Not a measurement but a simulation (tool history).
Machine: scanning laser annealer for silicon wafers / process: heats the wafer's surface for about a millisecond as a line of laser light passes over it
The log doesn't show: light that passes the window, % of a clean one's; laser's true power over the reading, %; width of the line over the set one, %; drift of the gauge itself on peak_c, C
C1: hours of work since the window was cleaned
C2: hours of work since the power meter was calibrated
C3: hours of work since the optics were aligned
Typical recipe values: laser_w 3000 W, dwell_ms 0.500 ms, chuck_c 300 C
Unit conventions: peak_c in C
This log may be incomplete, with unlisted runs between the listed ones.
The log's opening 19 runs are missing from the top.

run 20 day=25.992 | laser_w=2579 dwell_ms=0.550 chuck_c=310 | C1=381 C2=511 C3=839 | peak_c=932
run 21 day=27.367 | laser_w=2579 dwell_ms=0.550 chuck_c=310 | C1=405 C2=536 C3=863 | peak_c=928
run 22 day=28.575 | laser_w=2579 dwell_ms=0.550 chuck_c=293 | C1=426 C2=557 C3=885 | peak_c=911
run 23 day=29.412 | laser_w=2579 dwell_ms=0.550 chuck_c=293 | C1=441 C2=572 C3=899 | peak_c=910
run 24 day=30.642 | laser_w=2579 dwell_ms=0.550 chuck_c=293 | C1=463 C2=594 C3=921 | peak_c=907
run 25 day=32.258 | laser_w=3057 dwell_ms=0.381 chuck_c=328 | C1=491 C2=622 C3=950 | peak_c=965
run 26 day=33.746 | laser_w=2788 dwell_ms=0.555 chuck_c=309 | C1=517 C2=648 C3=976 | peak_c=990
run 27 day=35.388 | laser_w=2949 dwell_ms=0.499 chuck_c=274 | C1=546 C2=677 C3=1005 | peak_c=969
run 28 day=36.825 | laser_w=3292 dwell_ms=0.584 chuck_c=306 | C1=572 C2=703 C3=1030 | peak_c=1175
run 29 day=38.683 | laser_w=2600 dwell_ms=0.352 chuck_c=300 | C1=605 C2=735 C3=1063 | peak_c=792
run 30 day=40.412 | laser_w=2674 dwell_ms=0.443 chuck_c=291 | C1=635 C2=766 C3=1094 | peak_c=860
run 31 day=41.246 | laser_w=2922 dwell_ms=0.517 chuck_c=273 | C1=650 C2=781 C3=1108 | peak_c=962

What does the tool deliver on the next run?
-- day=42.104 window over the wafer cleaned
run 32 day=42.296 | laser_w=3000 dwell_ms=0.500 chuck_c=312 | C1=3 C2=798 C3=1125 | peak_c=?

{"run 32": {"peak_c": 1051}}
If the tool had no hidden condition, the same run with the same run-to-run variation would have returned peak_c 1082 C.

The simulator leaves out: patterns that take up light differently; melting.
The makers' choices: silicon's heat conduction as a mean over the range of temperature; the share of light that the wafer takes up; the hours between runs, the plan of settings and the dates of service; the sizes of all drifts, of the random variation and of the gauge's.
